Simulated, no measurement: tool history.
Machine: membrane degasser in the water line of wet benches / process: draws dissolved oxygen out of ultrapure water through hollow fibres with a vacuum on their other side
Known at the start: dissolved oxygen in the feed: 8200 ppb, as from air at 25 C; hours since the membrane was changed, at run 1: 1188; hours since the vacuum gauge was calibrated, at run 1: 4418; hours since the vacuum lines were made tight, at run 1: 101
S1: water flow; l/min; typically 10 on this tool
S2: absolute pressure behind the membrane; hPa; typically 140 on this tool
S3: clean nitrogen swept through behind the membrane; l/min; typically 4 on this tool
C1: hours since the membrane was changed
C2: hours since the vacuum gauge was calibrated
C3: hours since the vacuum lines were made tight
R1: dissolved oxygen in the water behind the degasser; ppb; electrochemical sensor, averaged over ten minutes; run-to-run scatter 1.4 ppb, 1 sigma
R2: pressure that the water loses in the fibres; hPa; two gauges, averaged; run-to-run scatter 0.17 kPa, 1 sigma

{"run": 1, "hour": 0.0, "S1": 10, "S2": 140, "S3": 4, "C1": 1188, "C2": 4418, "C3": 101, "R1": 148.6, "R2": 545.5}
{"run": 2, "hour": 107.3, "S1": 10, "S2": 140, "S3": 4, "C1": 1296, "C2": 4525, "C3": 208, "R1": 150.2, "R2": 542.9}
{"run": 3, "hour": 175.4, "S1": 10, "S2": 140, "S3": 4, "C1": 1364, "C2": 4593, "C3": 276, "R1": 148.9, "R2": 547.4}
{"run": 4, "hour": 272.9, "S1": 10, "S2": 140, "S3": 4, "C1": 1461, "C2": 4691, "C3": 374, "R1": 150.2, "R2": 547.1}
{"run": 5, "hour": 359.4, "S1": 10, "S2": 140, "S3": 4, "C1": 1548, "C2": 4777, "C3": 460, "R1": 151.2, "R2": 544.2}
{"run": 6, "hour": 448.2, "S1": 10, "S2": 140, "S3": 4, "C1": 1636, "C2": 4866, "C3": 549, "R1": 148.7, "R2": 545.5}
{"run": 7, "hour": 585.2, "S1": 14, "S2": 140, "S3": 4, "C1": 1773, "C2": 5003, "C3": 686, "R1": 230.8, "R2": 764.3}
{"run": 8, "hour": 652.3, "S1": 10, "S2": 140, "S3": 4, "C1": 1841, "C2": 5070, "C3": 753, "R1": 152, "R2": 544.3}
{"run": 9, "hour": 775.1, "S1": 10, "S2": 140, "S3": 4, "C1": 1963, "C2": 5193, "C3": 876, "R1": 150.7, "R2": 546.1}
{"run": 10, "hour": 910.5, "S1": 10, "S2": 140, "S3": 7.09, "C1": 2099, "C2": 5328, "C3": 1011, "R1": 123.4, "R2": 545.5}
{"run": 11, "hour": 1029.9, "S1": 10, "S2": 140, "S3": 7.09, "C1": 2218, "C2": 5448, "C3": 1131, "R1": 122.8, "R2": 546.1}
{"run": 12, "hour": 1179.4, "S1": 10, "S2": 140, "S3": 7.09, "C1": 2368, "C2": 5597, "C3": 1280, "R1": 124, "R2": 548.7}
{"run": 13, "hour": 1251.2, "S1": 10, "S2": 140, "S3": 7.05, "C1": 2439, "C2": 5669, "C3": 1352, "R1": 124.1, "R2": 549}
{"run": 14, "hour": 1361.5, "S1": 10, "S2": 140, "S3": 7.05, "C1": 2550, "C2": 5779, "C3": 1462, "R1": 125.9, "R2": 548}
{"run": 15, "hour": 1440.5, "S1": 10, "S2": 140, "S3": 7.05, "C1": 2629, "C2": 5858, "C3": 1541, "R1": 126.5, "R2": 548.7}
{"run": 16, "hour": 1512.7, "S1": 10, "S2": 140, "S3": 7.05, "C1": 2701, "C2": 5930, "C3": 1614, "R1": 125.1, "R2": 547}
{"run": 17, "hour": 1594.9, "S1": 10, "S2": 140, "S3": 7.05, "C1": 2783, "C2": 6013, "C3": 1696, "R1": 123.7, "R2": 551.3}
{"run": 18, "hour": 1709.8, "S1": 10, "S2": 140, "S3": 7.05, "C1": 2898, "C2": 6127, "C3": 1811, "R1": 126.4, "R2": 550.8}
{"run": 19, "hour": 1782.2, "S1": 10, "S2": 140, "S3": 7.05, "C1": 2970, "C2": 6200, "C3": 1883, "R1": 126.9, "R2": 549.1}
{"run": 20, "hour": 1937.2, "S1": 10, "S2": 321, "S3": 4, "C1": 3125, "C2": 6355, "C3": 2038, "R1": 265.7, "R2": 552.3}
{"run": 21, "hour": 2004.1, "S1": 15, "S2": 123, "S3": 2.72, "C1": 3192, "C2": 6422, "C3": 2105, "R1": 279.4, "R2": 827.1}
{"run": 22, "hour": 2067.6, "S1": 10, "S2": 97, "S3": 5.8, "C1": 3256, "C2": 6485, "C3": 2168, "R1": 117.9, "R2": 548.9}
{"run": 23, "hour": 2183.7, "S1": 9, "S2": 123, "S3": 6.82, "C1": 3372, "C2": 6601, "C3": 2285, "R1": 105.3, "R2": 493.9}
{"run": 24, "hour": 2248.0, "S1": 9, "S2": 123, "S3": 6.82, "C1": 3436, "C2": 6666, "C3": 2349, "R1": 106.9, "R2": 497.5}
{"run": 25, "hour": 2355.6, "S1": 10, "S2": 148, "S3": 3.26, "C1": 3544, "C2": 6773, "C3": 2456, "R1": 177.4, "R2": 554.2}
{"run": 26, "hour": 2440.6, "S1": 10, "S2": 148, "S3": 9.65, "C1": 3629, "C2": 6858, "C3": 2541, "R1": 118.7, "R2": 552.7}
{"run": 27, "hour": 2556.6, "S1": 10, "S2": 202, "S3": 3.73, "C1": 3745, "C2": 6974, "C3": 2657, "R1": 199.1, "R2": 551.5}
{"run": 28, "hour": 2653.1, "S1": 10, "S2": 264, "S3": 2.97, "C1": 3841, "C2": 7071, "C3": 2754, "R1": 277.7, "R2": 551.1}
{"run": 29, "hour": 2771.6, "S1": 11, "S2": 113, "S3": 3.86, "C1": 3960, "C2": 7189, "C3": 2872, "R1": 163.4, "R2": 606.5}
{"run": 30, "hour": 2920.3, "S1": 11, "S2": 113, "S3": 3.86, "C1": 4109, "C2": 7338, "C3": 3021, "R1": 164.3, "R2": 610.9}
{"run": 31, "hour": 3003.9, "S1": 11, "S2": 113, "S3": 2.88, "C1": 4192, "C2": 7422, "C3": 3105, "R1": 181.8, "R2": 610.9}
{"hour": 3070.8, "done": "vacuum gauge calibrated"}
{"run": 32, "hour": 3098.8, "S1": 7, "S2": 189, "S3": 1.81, "C1": 4287, "C2": 28, "C3": 3199, "R1": 198.8, "R2": 391.2}

What if the next run were any one of these 4? Each begins from the tool's condition after run 32:
{"run": "A", "hour": 3253.7, "S1": 12, "S2": 189, "S3": 1.81, "C1": 4441, "C2": 183, "C3": 3354, "R1": "?", "R2": "?"}
{"run": "B", "hour": 3253.7, "S1": 10, "S2": 119, "S3": 4, "C1": 4441, "C2": 183, "C3": 3354, "R1": "?", "R2": "?"}
{"run": "C", "hour": 3253.7, "S1": 7, "S2": 227, "S3": 1.74, "C1": 4441, "C2": 183, "C3": 3354, "R1": "?", "R2": "?"}
{"run": "D", "hour": 3253.7, "S1": 14, "S2": 140, "S3": 4, "C1": 4441, "C2": 183, "C3": 3354, "R1": "?", "R2": "?"}

run=A R1=362.8 R2=665.5
run=B R1=143.4 R2=553.6
run=C R1=241.1 R2=389.1
run=D R1=236.1 R2=776.3
Stripped of hidden state, with their random variation kept, the same runs would have yielded:
run=A R1=347.5 R2=647.3
run=B R1=132 R2=538.4
run=C R1=231.3 R2=378.5
run=D R1=219.7 R2=755.1

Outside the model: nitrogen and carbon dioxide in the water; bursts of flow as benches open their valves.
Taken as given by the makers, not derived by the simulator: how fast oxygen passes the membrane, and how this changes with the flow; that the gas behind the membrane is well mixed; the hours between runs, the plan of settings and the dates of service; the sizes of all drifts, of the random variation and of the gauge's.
